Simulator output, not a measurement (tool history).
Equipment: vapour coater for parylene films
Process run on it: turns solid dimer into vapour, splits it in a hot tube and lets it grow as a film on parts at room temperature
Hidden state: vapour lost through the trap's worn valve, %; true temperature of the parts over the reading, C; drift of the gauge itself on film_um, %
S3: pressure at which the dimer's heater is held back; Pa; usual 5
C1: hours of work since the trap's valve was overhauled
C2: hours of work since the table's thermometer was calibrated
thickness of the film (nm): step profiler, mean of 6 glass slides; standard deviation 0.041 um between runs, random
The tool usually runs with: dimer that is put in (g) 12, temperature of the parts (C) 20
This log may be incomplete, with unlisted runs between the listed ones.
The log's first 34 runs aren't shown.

-- hour=944.6 trap's valve overhauled
run 35 hour=948.5 | dimer_that_is_put_in_(g)=22 temperature_of_the_parts_(C)=21 S3=2.21 | C1=3 C2=242 | thickness_of_the_film_(nm)=9040
run 36 hour=973.4 | dimer_that_is_put_in_(g)=22 temperature_of_the_parts_(C)=21 S3=2.21 | C1=21 C2=260 | thickness_of_the_film_(nm)=8930
run 37 hour=990.3 | dimer_that_is_put_in_(g)=10 temperature_of_the_parts_(C)=28 S3=2.21 | C1=33 C2=272 | thickness_of_the_film_(nm)=3120
run 38 hour=1020 | dimer_that_is_put_in_(g)=10 temperature_of_the_parts_(C)=28 S3=2.21 | C1=54 C2=293 | thickness_of_the_film_(nm)=3060
run 39 hour=1039.1 | dimer_that_is_put_in_(g)=10 temperature_of_the_parts_(C)=16 S3=2.21 | C1=67 C2=307 | thickness_of_the_film_(nm)=4800
run 40 hour=1068.1 | dimer_that_is_put_in_(g)=10 temperature_of_the_parts_(C)=16 S3=2.21 | C1=88 C2=328 | thickness_of_the_film_(nm)=4720
run 41 hour=1102.1 | dimer_that_is_put_in_(g)=10 temperature_of_the_parts_(C)=16 S3=2.21 | C1=112 C2=352 | thickness_of_the_film_(nm)=4720
run 42 hour=1132.7 | dimer_that_is_put_in_(g)=10 temperature_of_the_parts_(C)=16 S3=2.21 | C1=134 C2=374 | thickness_of_the_film_(nm)=4800
run 43 hour=1172.1 | dimer_that_is_put_in_(g)=10 temperature_of_the_parts_(C)=16 S3=2.21 | C1=162 C2=402 | thickness_of_the_film_(nm)=4680
run 44 hour=1200.7 | dimer_that_is_put_in_(g)=20 temperature_of_the_parts_(C)=28 S3=3.94 | C1=183 C2=422 | thickness_of_the_film_(nm)=5570
run 45 hour=1226.6 | dimer_that_is_put_in_(g)=20 temperature_of_the_parts_(C)=28 S3=3.94 | C1=201 C2=441 | thickness_of_the_film_(nm)=5440
run 46 hour=1255 | dimer_that_is_put_in_(g)=21 temperature_of_the_parts_(C)=28 S3=3.08 | C1=221 C2=461 | thickness_of_the_film_(nm)=5910
run 47 hour=1292.4 | dimer_that_is_put_in_(g)=19 temperature_of_the_parts_(C)=25 S3=5 | C1=248 C2=488 | thickness_of_the_film_(nm)=5480
run 48 hour=1317.6 | dimer_that_is_put_in_(g)=12 temperature_of_the_parts_(C)=20 S3=5 | C1=266 C2=506 | thickness_of_the_film_(nm)=4090

What if the next run were any one of these 3? Each begins from the tool's condition after run 48:
run A hour=1341 | dimer_that_is_put_in_(g)=5 temperature_of_the_parts_(C)=16 S3=4.17 | C1=283 C2=522 | thickness_of_the_film_(nm)=?
run B hour=1341 | dimer_that_is_put_in_(g)=10 temperature_of_the_parts_(C)=20 S3=5 | C1=283 C2=522 | thickness_of_the_film_(nm)=?
run C hour=1341 | dimer_that_is_put_in_(g)=12 temperature_of_the_parts_(C)=31 S3=5 | C1=283 C2=522 | thickness_of_the_film_(nm)=?

run=A thickness_of_the_film_(nm)=2050
run=B thickness_of_the_film_(nm)=3420
run=C thickness_of_the_film_(nm)=2710
With the hidden condition removed and each run's random variation left untouched, the same runs would have given:
run=A thickness_of_the_film_(nm)=2270
run=B thickness_of_the_film_(nm)=3790
run=C thickness_of_the_film_(nm)=3010

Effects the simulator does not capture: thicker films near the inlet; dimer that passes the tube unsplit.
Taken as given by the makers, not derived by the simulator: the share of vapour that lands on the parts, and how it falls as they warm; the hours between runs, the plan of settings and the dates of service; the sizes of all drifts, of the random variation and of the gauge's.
